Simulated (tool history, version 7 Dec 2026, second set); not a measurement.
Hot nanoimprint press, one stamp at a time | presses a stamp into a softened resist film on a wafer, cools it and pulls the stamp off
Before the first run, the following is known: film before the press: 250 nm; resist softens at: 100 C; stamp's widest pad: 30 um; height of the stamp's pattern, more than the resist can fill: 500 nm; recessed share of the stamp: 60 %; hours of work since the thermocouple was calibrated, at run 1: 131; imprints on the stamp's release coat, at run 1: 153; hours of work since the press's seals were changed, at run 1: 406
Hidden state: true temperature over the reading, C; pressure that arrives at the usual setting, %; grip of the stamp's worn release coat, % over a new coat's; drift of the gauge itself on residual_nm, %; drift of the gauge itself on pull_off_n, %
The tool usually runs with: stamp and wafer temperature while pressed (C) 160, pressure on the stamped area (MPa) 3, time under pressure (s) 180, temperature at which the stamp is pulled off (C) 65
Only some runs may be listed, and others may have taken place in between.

run   hour  stamp and wafer temperature while pressed (C)  pressure on the stamped area (MPa)  time under pressure (s)  temperature at which the stamp is pulled off (C)  hours of work since the thermocouple was calibrated  imprints on the stamp's release coat  hours of work since the press's seals were changed  resist left under the stamp's widest pad (angstrom)  greatest force while the stamp is pulled off (N)
  1      0                                            160                                   3                      180                                                65                                                  131                                   153                                                 406                                                 1165                                               207
  2   29.6                                            160                                   3                      180                                                65                                                  152                                   312                                                 427                                                 1181                                               232
  3   61.4                                            160                                   3                      180                                                65                                                  174                                   483                                                 449                                                 1175                                               242
  4   83.3                                            154                                   3                      180                                                65                                                  190                                   602                                                 465                                                 1629                                               240
  5  104.2                                            154                                   3                      180                                                65                                                  204                                   714                                                 479                                                 1627                                               265
  6  137.5                                            160                                3.61                      180                                                65                                                  227                                   893                                                 503                                                 1072                                               285
  7  155.9                                            160                                   3                      191                                                65                                                  240                                   992                                                 516                                                 1126                                               283
  8  189.2                                            160                                   3                      191                                                65                                                  264                                  1172                                                 539                                                 1127                                               303
  9  219.8                                            160                                   3                      180                                                56                                                  285                                  1337                                                 560                                                 1150                                               332

For run 10, what comes out?
      233  -- stamp cleaned and given a new release coat
 10   260                                            160                                   3                      180                                                56                                                  309                                   146                                                 584                                                    ?                                                 ?

{"run 10": {"resist left under the stamp's widest pad (angstrom)": 1155, "greatest force while the stamp is pulled off (N)": 220}}
If the tool had no hidden condition, the same run with the same run-to-run variation would have returned resist left under the stamp's widest pad (angstrom) 1208, greatest force while the stamp is pulled off (N) 210.
